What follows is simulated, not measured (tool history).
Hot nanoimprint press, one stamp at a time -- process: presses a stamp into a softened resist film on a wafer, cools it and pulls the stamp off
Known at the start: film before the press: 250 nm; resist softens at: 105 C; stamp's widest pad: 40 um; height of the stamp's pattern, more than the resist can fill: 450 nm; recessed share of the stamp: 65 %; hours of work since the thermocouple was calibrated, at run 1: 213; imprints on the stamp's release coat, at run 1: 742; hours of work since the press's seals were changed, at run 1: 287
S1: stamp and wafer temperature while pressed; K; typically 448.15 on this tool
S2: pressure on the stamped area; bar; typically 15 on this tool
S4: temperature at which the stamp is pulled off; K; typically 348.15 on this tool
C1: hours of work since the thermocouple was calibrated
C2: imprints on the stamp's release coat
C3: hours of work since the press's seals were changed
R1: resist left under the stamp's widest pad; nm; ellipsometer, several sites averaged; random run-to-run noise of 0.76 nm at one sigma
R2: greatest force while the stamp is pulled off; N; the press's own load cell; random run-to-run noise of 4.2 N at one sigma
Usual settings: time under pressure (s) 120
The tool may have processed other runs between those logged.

Run 1, hour 0: usual settings; C1 213; C2 742; C3 287. Result: R1 98.9 nm, R2 219 N.
Run 2, hour 13.9: usual settings but time under pressure (s) 196; C1 223; C2 807; C3 297. Result: R1 81.1 nm, R2 222 N.
Run 3, hour 26: usual settings but time under pressure (s) 196; C1 232; C2 863; C3 306. Result: R1 79.6 nm, R2 224 N.
Run 4, hour 35.1: usual settings; C1 239; C2 905; C3 313. Result: R1 99.9 nm, R2 234 N.
Run 5, hour 44.4: usual settings but time under pressure (s) 112; C1 245; C2 948; C3 319. Result: R1 103.5 nm, R2 226 N.
At hour 56: plate thermocouple calibrated.
Run 6, hour 57.8: usual settings; C1 1; C2 996; C3 327. Result: R1 101.4 nm, R2 232 N.
Run 7, hour 66.2: usual settings but time under pressure (s) 135; C1 7; C2 1035; C3 333. Result: R1 97.4 nm, R2 227 N.
Run 8, hour 79.4: usual settings but time under pressure (s) 135; C1 17; C2 1096; C3 342. Result: R1 97.2 nm, R2 239 N.
Run 9, hour 88.3: usual settings; C1 23; C2 1137; C3 349. Result: R1 101.2 nm, R2 233 N.
Run 10, hour 101.7: usual settings; C1 33; C2 1200; C3 358. Result: R1 103.9 nm, R2 233 N.
At hour 112.6: stamp cleaned and given a new release coat.
Run 11, hour 120: usual settings; C1 42; C2 35; C3 367. Result: R1 102.9 nm, R2 211 N.
Run 12, hour 132.4: usual settings; C1 51; C2 92; C3 376. Result: R1 103.1 nm, R2 213 N.
At hour 143.2: plate thermocouple calibrated, once more.
Run 13, hour 144.1: usual settings; C1 1; C2 132; C3 382. Result: R1 96.1 nm, R2 214 N.
Run 14, hour 159.5: usual settings; C1 12; C2 203; C3 393. Result: R1 95.3 nm, R2 196 N.
Run 15, hour 172.4: usual settings but S2 17.9 bar; C1 21; C2 263; C3 403. Result: R1 88.5 nm, R2 203 N.
Run 16, hour 181.8: usual settings but S2 17.9 bar; C1 28; C2 307; C3 409. Result: R1 88.3 nm, R2 207 N.
Run 17, hour 191.5: usual settings but S1 441.15 K, S2 23 bar, time under pressure (s) 136, S4 344.15 K; C1 35; C2 351; C3 416. Result: R1 97.2 nm, R2 221 N.
Run 18, hour 201.2: usual settings but S1 441.15 K, S2 23 bar, time under pressure (s) 136, S4 344.15 K; C1 42; C2 397; C3 423. Result: R1 98.3 nm, R2 225 N.
Run 19, hour 209.1: usual settings but S1 456.15 K, S2 23 bar, time under pressure (s) 136, S4 353.15 K; C1 47; C2 433; C3 429. Result: R1 56.1 nm, R2 195 N.
Run 20, hour 223.4: usual settings but S1 456.15 K, S2 23 bar, time under pressure (s) 136, S4 353.15 K; C1 58; C2 499; C3 439. Result: R1 57.1 nm, R2 203 N.
Run 21, hour 234.8: usual settings but S1 450.15 K, S2 10.8 bar, time under pressure (s) 162, S4 353.15 K; C1 66; C2 552; C3 448. Result: R1 92.1 nm, R2 204 N.
Run 22, hour 245.5: usual settings but S1 450.15 K, S2 10.8 bar, time under pressure (s) 86, S4 335.15 K; C1 74; C2 602; C3 455. Result: R1 120.2 nm, R2 247 N.
Run 23, hour 253.2: usual settings but S1 441.15 K, S2 14 bar, time under pressure (s) 81, S4 336.15 K; C1 79; C2 637; C3 461. Result: R1 143 nm, R2 246 N.
Run 24, hour 266.5: usual settings but S1 441.15 K, S2 14 bar, time under pressure (s) 81, S4 336.15 K; C1 89; C2 699; C3 470. Result: R1 145.2 nm, R2 248 N.

Table of differences, measured result less the result of that run with no hidden state. Run-to-run variation is the same in both. Gauge scatter possibly is not:
The tool's hidden condition here consists of: true temperature over the reading, C; pressure that arrives at the usual setting, %; grip of the stamp's worn release coat, % over a new coat's; drift of the gauge itself on residual_nm, %; drift of the gauge itself on pull_off_n, %.
run    R1   R2
  1  +3.8  +20
  2  +3.4  +22
  3  +3.6  +24
  4  +4.3  +25
  5  +4.5  +25
  6  +6.5  +28
  7  +6.4  +29
  8  +6.5  +32
  9  +6.8  +32
 10  +7.1  +33
 11  +7.1   +5
 12  +7.3   +8
 13  +0.6   +3
 14  +0.8   +4
 15  +1.1   +6
 16  +1.2   +7
 17  +1.8   +9
 18  +1.9  +10
 19  +1.3  +10
 20  +1.4  +12
 21  +1.3  +12
 22  +1.7  +17
 23  +2.3  +17
 24  +2.5  +20

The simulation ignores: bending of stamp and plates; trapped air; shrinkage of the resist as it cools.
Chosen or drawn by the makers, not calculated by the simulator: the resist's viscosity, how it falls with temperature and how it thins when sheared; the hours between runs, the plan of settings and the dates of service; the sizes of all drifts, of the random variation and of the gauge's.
